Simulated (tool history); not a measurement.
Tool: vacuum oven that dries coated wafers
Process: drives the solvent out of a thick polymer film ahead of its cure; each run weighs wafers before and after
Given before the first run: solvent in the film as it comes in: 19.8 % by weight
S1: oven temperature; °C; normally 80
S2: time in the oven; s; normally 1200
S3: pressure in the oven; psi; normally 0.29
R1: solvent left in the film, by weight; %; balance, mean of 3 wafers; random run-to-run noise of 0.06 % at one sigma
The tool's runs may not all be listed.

run,hour,S1,S2,S3,R1
1,0,80,1200,0.29,3.42
2,24.7,80,1200,0.202,3.14
3,54.8,80,1200,0.29,3.52
4,75.4,80,1200,0.29,3.46
5,110.4,80,1200,0.29,3.47
6,138.8,80,1200,0.35,3.66
7,177,80,1200,0.35,3.68
8,209,80,1200,0.35,3.76
9,231,80,1200,0.35,3.83
10,269.9,70,1200,0.29,7.01
11,300.8,70,1200,0.29,6.91
# hour 304.7: vacuum gauge cleaned of residue and calibrated
12,330.4,70,1200,0.303,7.21
13,369.8,70,1200,0.547,7.99
# hour 378.7: vacuum gauge cleaned of residue and calibrated, once more
14,397.9,92,1320,0.29,0.96
15,428.7,92,1320,0.29,1.11
16,450.5,73,1500,0.215,4.43
17,467.4,78,1560,0.199,2.68
18,494.6,73,720,0.218,8.53
19,527,73,720,0.218,8.5
20,544.7,68,1200,0.415,8.22
21,562.3,68,1200,0.415,8.3
22,595.8,68,1200,0.415,8.36
23,626.2,75,1200,0.84,7.11
24,644.2,94,2160,0.553,1.3
25,676.7,68,1320,0.218,7.1
26,700.3,68,1200,0.218,7.58

Below, each run's measurement less what the same run would have read without the hidden state. Both values contain the same run-to-run variation, but the gauge's scatter may not be the same in both:
Hidden state present: true wafer temperature over the reading, C; true pressure over the reading, kPa; drift of the gauge itself on solvent_pct, %.
run,R1
1,+0.16
2,+0.16
3,+0.19
4,+0.2
5,+0.22
6,+0.23
7,+0.26
8,+0.28
9,+0.3
10,+0.41
11,+0.43
12,+0.55
13,+0.6
14,+0.08
15,+0.09
16,+0.33
17,+0.26
18,+0.38
19,+0.4
20,+0.47
21,+0.48
22,+0.51
23,+0.51
24,+0.09
25,+0.56
26,+0.56

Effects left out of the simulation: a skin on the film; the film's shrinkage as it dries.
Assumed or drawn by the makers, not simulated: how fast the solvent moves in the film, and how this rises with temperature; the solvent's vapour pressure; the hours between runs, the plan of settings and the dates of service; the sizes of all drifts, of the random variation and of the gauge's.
